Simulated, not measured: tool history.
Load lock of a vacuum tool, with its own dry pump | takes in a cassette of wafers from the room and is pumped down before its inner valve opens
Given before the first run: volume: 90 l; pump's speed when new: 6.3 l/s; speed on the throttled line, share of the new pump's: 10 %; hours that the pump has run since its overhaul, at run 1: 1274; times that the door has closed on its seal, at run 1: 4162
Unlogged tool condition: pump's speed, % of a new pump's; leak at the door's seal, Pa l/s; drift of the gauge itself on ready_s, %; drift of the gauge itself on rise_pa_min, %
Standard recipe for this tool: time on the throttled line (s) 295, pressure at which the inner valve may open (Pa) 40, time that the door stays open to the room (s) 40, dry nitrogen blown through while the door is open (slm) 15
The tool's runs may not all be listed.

| run | hour | time on the throttled line (s) | pressure at which the inner valve may open (Pa) | time that the door stays open to the room (s) | dry nitrogen blown through while the door is open (slm) | hours that the pump has run since its overhaul | times that the door has closed on its seal | incoming humidity of the room's air, % | time from the closed door until the inner valve may open (s) | rise of the pressure with all valves shut (Pa/min) |
|---|---|---|---|---|---|---|---|---|---|---|
| 1 | 0.0 | 295 | 40 | 40 | 15 | 1274 | 4162 | 42.7 | 379.4 | 0.043 |
| 2 | 595.9 | 295 | 40 | 40 | 37 | 1870 | 5018 | 43.6 | 383.6 | 0.034 |
| 3 | 1032.5 | 295 | 40 | 39 | 37 | 2306 | 5644 | 46.3 | 382.7 | 0.038 |
| 4 | 1656.1 | 247 | 40 | 39 | 37 | 2930 | 6540 | 42.6 | 339.7 | 0.039 |
| 5 | 2011.2 | 247 | 40 | 39 | 37 | 3285 | 7050 | 44.2 | 339.4 | 0.040 |
| 6 | 2523.9 | 511 | 43 | 26 | 5 | 3798 | 7786 | 43.9 | 569.9 | 0.055 |
| 7 | 2802.3 | 511 | 36 | 26 | 5 | 4076 | 8185 | 42.9 | 580.3 | 0.051 |
| 8 | 3081.1 | 511 | 65 | 189 | 5 | 4355 | 8585 | 41.4 | 565.4 | 0.089 |
| 9 | 3590.4 | 463 | 65 | 189 | 4 | 4864 | 9317 | 49.7 | 528.1 | 0.105 |
| 10 | 3928.3 | 463 | 65 | 189 | 4 | 5202 | 9802 | 47.5 | 528.6 | 0.100 |

Same runs, no hidden state in the tool, same run-to-run variation:
| run | time from the closed door until the inner valve may open (s) | rise of the pressure with all valves shut (Pa/min) |
|---|---|---|
| 1 | 378.2 | 0.034 |
| 2 | 381.6 | 0.024 |
| 3 | 380.1 | 0.026 |
| 4 | 336.0 | 0.024 |
| 5 | 335.1 | 0.024 |
| 6 | 566.4 | 0.038 |
| 7 | 576.4 | 0.032 |
| 8 | 561.8 | 0.069 |
| 9 | 523.5 | 0.083 |
| 10 | 523.7 | 0.077 |

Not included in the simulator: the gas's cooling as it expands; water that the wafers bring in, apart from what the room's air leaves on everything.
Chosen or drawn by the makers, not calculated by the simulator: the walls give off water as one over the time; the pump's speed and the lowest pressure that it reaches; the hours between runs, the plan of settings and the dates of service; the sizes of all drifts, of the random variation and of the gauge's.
